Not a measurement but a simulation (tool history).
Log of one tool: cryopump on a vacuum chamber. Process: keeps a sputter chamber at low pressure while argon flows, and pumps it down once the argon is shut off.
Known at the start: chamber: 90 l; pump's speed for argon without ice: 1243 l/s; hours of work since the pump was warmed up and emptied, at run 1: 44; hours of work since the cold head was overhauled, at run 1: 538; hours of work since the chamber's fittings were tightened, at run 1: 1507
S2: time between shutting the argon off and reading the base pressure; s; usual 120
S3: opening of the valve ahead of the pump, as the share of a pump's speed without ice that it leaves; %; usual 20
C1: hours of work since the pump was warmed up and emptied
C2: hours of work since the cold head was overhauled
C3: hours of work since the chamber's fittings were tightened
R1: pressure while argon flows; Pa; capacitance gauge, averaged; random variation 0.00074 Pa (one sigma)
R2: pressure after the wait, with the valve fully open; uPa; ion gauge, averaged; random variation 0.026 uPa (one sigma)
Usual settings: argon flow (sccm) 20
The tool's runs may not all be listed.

{"run": 1, "hour": 0.0, "argon flow (sccm)": 20, "S2": 120, "S3": 20, "C1": 44, "C2": 538, "C3": 1507, "R1": 0.135, "R2": 1.45}
{"run": 2, "hour": 14.8, "argon flow (sccm)": 20, "S2": 120, "S3": 20, "C1": 55, "C2": 550, "C3": 1518, "R1": 0.137, "R2": 1.43}
{"run": 3, "hour": 37.6, "argon flow (sccm)": 20, "S2": 120, "S3": 25, "C1": 73, "C2": 567, "C3": 1536, "R1": 0.1092, "R2": 1.48}
{"run": 4, "hour": 67.4, "argon flow (sccm)": 20, "S2": 120, "S3": 25, "C1": 97, "C2": 591, "C3": 1559, "R1": 0.1088, "R2": 1.48}
{"run": 5, "hour": 99.1, "argon flow (sccm)": 20, "S2": 110, "S3": 20, "C1": 121, "C2": 616, "C3": 1584, "R1": 0.1358, "R2": 1.58}
{"run": 6, "hour": 113.2, "argon flow (sccm)": 20, "S2": 188, "S3": 20, "C1": 132, "C2": 627, "C3": 1595, "R1": 0.139, "R2": 1.12}
{"run": 7, "hour": 141.0, "argon flow (sccm)": 20, "S2": 188, "S3": 20, "C1": 154, "C2": 648, "C3": 1617, "R1": 0.1385, "R2": 1.13}
{"run": 8, "hour": 171.0, "argon flow (sccm)": 20, "S2": 188, "S3": 20, "C1": 178, "C2": 672, "C3": 1640, "R1": 0.1376, "R2": 1.17}
{"run": 9, "hour": 187.2, "argon flow (sccm)": 20, "S2": 120, "S3": 20, "C1": 190, "C2": 685, "C3": 1653, "R1": 0.1373, "R2": 1.5}
{"run": 10, "hour": 201.2, "argon flow (sccm)": 20, "S2": 120, "S3": 20, "C1": 201, "C2": 695, "C3": 1664, "R1": 0.1387, "R2": 1.5}
{"run": 11, "hour": 224.7, "argon flow (sccm)": 20, "S2": 120, "S3": 20, "C1": 220, "C2": 714, "C3": 1682, "R1": 0.1387, "R2": 1.51}
{"run": 12, "hour": 241.5, "argon flow (sccm)": 20, "S2": 114, "S3": 20, "C1": 233, "C2": 727, "C3": 1696, "R1": 0.1382, "R2": 1.57}
{"run": 13, "hour": 256.9, "argon flow (sccm)": 20, "S2": 114, "S3": 20, "C1": 245, "C2": 739, "C3": 1708, "R1": 0.1381, "R2": 1.57}
{"run": 14, "hour": 279.7, "argon flow (sccm)": 20, "S2": 120, "S3": 24, "C1": 263, "C2": 757, "C3": 1725, "R1": 0.1168, "R2": 1.52}
{"run": 15, "hour": 307.0, "argon flow (sccm)": 12, "S2": 120, "S3": 20, "C1": 284, "C2": 778, "C3": 1747, "R1": 0.0832, "R2": 1.55}
{"run": 16, "hour": 331.8, "argon flow (sccm)": 20, "S2": 120, "S3": 20, "C1": 303, "C2": 798, "C3": 1766, "R1": 0.1386, "R2": 1.54}
{"run": 17, "hour": 348.1, "argon flow (sccm)": 20, "S2": 120, "S3": 20, "C1": 316, "C2": 810, "C3": 1779, "R1": 0.1382, "R2": 1.58}
{"run": 18, "hour": 376.0, "argon flow (sccm)": 20, "S2": 120, "S3": 20, "C1": 338, "C2": 832, "C3": 1801, "R1": 0.1396, "R2": 1.6}
{"run": 19, "hour": 405.8, "argon flow (sccm)": 20, "S2": 120, "S3": 20, "C1": 361, "C2": 856, "C3": 1824, "R1": 0.1383, "R2": 1.56}
{"run": 20, "hour": 420.6, "argon flow (sccm)": 36, "S2": 141, "S3": 41, "C1": 373, "C2": 867, "C3": 1836, "R1": 0.1267, "R2": 1.4}
{"run": 21, "hour": 444.3, "argon flow (sccm)": 12, "S2": 31, "S3": 20, "C1": 391, "C2": 886, "C3": 1854, "R1": 0.0839, "R2": 4.15}
{"run": 22, "hour": 475.7, "argon flow (sccm)": 12, "S2": 31, "S3": 20, "C1": 416, "C2": 910, "C3": 1879, "R1": 0.0828, "R2": 4.24}
{"run": 23, "hour": 497.2, "argon flow (sccm)": 12, "S2": 31, "S3": 20, "C1": 433, "C2": 927, "C3": 1896, "R1": 0.084, "R2": 4.18}
{"run": 24, "hour": 521.3, "argon flow (sccm)": 23, "S2": 120, "S3": 20, "C1": 452, "C2": 946, "C3": 1914, "R1": 0.1626, "R2": 1.55}
{"hour": 527.8, "done": "pump warmed up, emptied and cooled again"}
{"run": 25, "hour": 552.9, "argon flow (sccm)": 23, "S2": 120, "S3": 20, "C1": 20, "C2": 967, "C3": 1935, "R1": 0.1561, "R2": 1.52}
{"run": 26, "hour": 573.5, "argon flow (sccm)": 27, "S2": 42, "S3": 20, "C1": 36, "C2": 983, "C3": 1951, "R1": 0.1847, "R2": 3.14}
{"run": 27, "hour": 599.0, "argon flow (sccm)": 8, "S2": 42, "S3": 20, "C1": 56, "C2": 1003, "C3": 1971, "R1": 0.0557, "R2": 3.17}
{"run": 28, "hour": 613.9, "argon flow (sccm)": 8, "S2": 42, "S3": 47, "C1": 67, "C2": 1015, "C3": 1983, "R1": 0.0233, "R2": 3.31}
{"run": 29, "hour": 641.3, "argon flow (sccm)": 8, "S2": 42, "S3": 47, "C1": 89, "C2": 1036, "C3": 2004, "R1": 0.0243, "R2": 3.21}
{"run": 30, "hour": 667.8, "argon flow (sccm)": 20, "S2": 219, "S3": 20, "C1": 109, "C2": 1057, "C3": 2025, "R1": 0.1375, "R2": 1.14}
{"run": 31, "hour": 693.6, "argon flow (sccm)": 11, "S2": 27, "S3": 20, "C1": 130, "C2": 1077, "C3": 2045, "R1": 0.0753, "R2": 4.66}
{"run": 32, "hour": 708.4, "argon flow (sccm)": 27, "S2": 70, "S3": 57, "C1": 141, "C2": 1088, "C3": 2057, "R1": 0.0668, "R2": 2.2}
{"run": 33, "hour": 727.4, "argon flow (sccm)": 11, "S2": 120, "S3": 15, "C1": 156, "C2": 1103, "C3": 2072, "R1": 0.1009, "R2": 1.55}
{"run": 34, "hour": 756.4, "argon flow (sccm)": 11, "S2": 120, "S3": 15, "C1": 179, "C2": 1126, "C3": 2095, "R1": 0.1011, "R2": 1.54}

Measured less the same run without the tool's hidden state. The same run-to-run variation is in both; the gauge's scatter may not be:
The hidden state here: pump's speed, % of a pump's without ice; cold plate's temperature, K; leak into the chamber, uPa l/s; drift of the gauge itself on working_pa, %; drift of the gauge itself on base_upa, %.
run=1 R1=+0.0005 R2=+0.30
run=2 R1=+0.0006 R2=+0.29
run=3 R1=+0.0007 R2=+0.31
run=4 R1=+0.0010 R2=+0.32
run=5 R1=+0.0012 R2=+0.32
run=6 R1=+0.0013 R2=+0.32
run=7 R1=+0.0015 R2=+0.33
run=8 R1=+0.0017 R2=+0.34
run=9 R1=+0.0019 R2=+0.35
run=10 R1=+0.0020 R2=+0.35
run=11 R1=+0.0021 R2=+0.36
run=12 R1=+0.0022 R2=+0.36
run=13 R1=+0.0024 R2=+0.36
run=14 R1=+0.0026 R2=+0.37
run=15 R1=+0.0016 R2=+0.39
run=16 R1=+0.0030 R2=+0.39
run=17 R1=+0.0031 R2=+0.40
run=18 R1=+0.0033 R2=+0.41
run=19 R1=+0.0036 R2=+0.41
run=20 R1=+0.0067 R2=+0.42
run=21 R1=+0.0023 R2=+0.42
run=22 R1=+0.0025 R2=+0.44
run=23 R1=+0.0026 R2=+0.44
run=24 R1=+0.0053 R2=+0.45
run=25 R1=+0.0006 R2=+0.36
run=26 R1=+0.0008 R2=+0.37
run=27 R1=+0.0003 R2=+0.38
run=28 R1=+0.0004 R2=+0.40
run=29 R1=+0.0004 R2=+0.39
run=30 R1=+0.0013 R2=+0.40
run=31 R1=+0.0008 R2=+0.41
run=32 R1=+0.0022 R2=+0.41
run=33 R1=+0.0009 R2=+0.42
run=34 R1=+0.0011 R2=+0.42
